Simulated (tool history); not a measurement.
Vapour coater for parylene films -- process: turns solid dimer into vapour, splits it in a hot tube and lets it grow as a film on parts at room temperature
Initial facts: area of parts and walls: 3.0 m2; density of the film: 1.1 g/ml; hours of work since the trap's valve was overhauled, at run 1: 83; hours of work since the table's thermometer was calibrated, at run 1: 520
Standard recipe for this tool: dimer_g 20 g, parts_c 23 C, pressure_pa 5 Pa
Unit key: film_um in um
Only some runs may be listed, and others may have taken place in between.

run,hour,dimer_g,parts_c,pressure_pa,hours of work since the trap's valve was overhauled,hours of work since the table's thermometer was calibrated,film_um
1,0,20,23,5,83,520,3.86
2,11.1,20,23,5,91,527,3.84
3,22.1,20,23,5,98,535,3.79
4,36.8,20,19,5,108,545,4.39
5,45.3,20,23,5,114,551,3.84
6,57.7,20,23,5,123,559,3.78
7,77.7,18,20,10,136,573,3.69
8,88.9,11,31,10,144,580,1.52
9,102.3,17,23,5,153,589,3.27
10,110.8,17,23,5,159,595,3.25
11,129.8,33,23,5,172,608,6.19

Here are 5 independent what-if runs from the current tool condition. What would each one return?
A,139.4,8,23,4.25,178,615,?
B,139.4,20,17,9.66,178,615,?
C,139.4,33,23,4.42,178,615,?
D,139.4,9,21,3.85,178,615,?
E,139.4,33,16,5,178,615,?

run,film_um
A,1.54
B,4.36
C,6.31
D,1.89
E,7.8
Without the tool's hidden state the same runs would have given:
run,film_um
A,1.62
B,4.6
C,6.64
D,1.99
E,8.22
